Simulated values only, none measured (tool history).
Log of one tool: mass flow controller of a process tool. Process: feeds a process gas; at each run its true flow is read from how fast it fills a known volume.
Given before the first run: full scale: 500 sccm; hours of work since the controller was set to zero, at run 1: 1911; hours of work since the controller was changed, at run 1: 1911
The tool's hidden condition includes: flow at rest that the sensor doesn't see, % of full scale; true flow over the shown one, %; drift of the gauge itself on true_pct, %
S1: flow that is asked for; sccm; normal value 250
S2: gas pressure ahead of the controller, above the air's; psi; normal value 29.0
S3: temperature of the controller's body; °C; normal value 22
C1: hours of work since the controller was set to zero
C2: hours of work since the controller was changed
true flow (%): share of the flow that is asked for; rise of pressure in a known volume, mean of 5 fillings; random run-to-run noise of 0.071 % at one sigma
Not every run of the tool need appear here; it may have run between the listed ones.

{"run": 1, "hour": 0.0, "S1": 250, "S2": 29.0, "S3": 22, "C1": 1911, "C2": 1911, "true flow (%)": 98.96}
{"run": 2, "hour": 237.9, "S1": 250, "S2": 29.0, "S3": 22, "C1": 2076, "C2": 2076, "true flow (%)": 99.08}
{"run": 3, "hour": 400.5, "S1": 250, "S2": 29.0, "S3": 22, "C1": 2189, "C2": 2189, "true flow (%)": 98.93}
{"run": 4, "hour": 606.0, "S1": 250, "S2": 22.0, "S3": 22, "C1": 2332, "C2": 2332, "true flow (%)": 98.59}
{"run": 5, "hour": 861.6, "S1": 221, "S2": 29.0, "S3": 22, "C1": 2510, "C2": 2510, "true flow (%)": 98.89}
{"run": 6, "hour": 1236.2, "S1": 250, "S2": 29.0, "S3": 22, "C1": 2771, "C2": 2771, "true flow (%)": 98.8}
{"run": 7, "hour": 1558.9, "S1": 250, "S2": 29.0, "S3": 22, "C1": 2996, "C2": 2996, "true flow (%)": 98.77}
{"run": 8, "hour": 1744.5, "S1": 250, "S2": 29.0, "S3": 22, "C1": 3125, "C2": 3125, "true flow (%)": 98.76}
{"run": 9, "hour": 1944.2, "S1": 250, "S2": 29.0, "S3": 22, "C1": 3264, "C2": 3264, "true flow (%)": 98.61}
{"run": 10, "hour": 2327.3, "S1": 250, "S2": 29.0, "S3": 22, "C1": 3530, "C2": 3530, "true flow (%)": 98.61}

Run 11 has not been measured yet. What should we expect?
{"run": 11, "hour": 2554.4, "S1": 250, "S2": 29.0, "S3": 22, "C1": 3688, "C2": 3688, "true flow (%)": "?"}

{"run 11": {"true flow (%)": 98.63}}
With the hidden condition absent and the run-to-run variation left alone, this run would have shown true flow (%) 99.49.
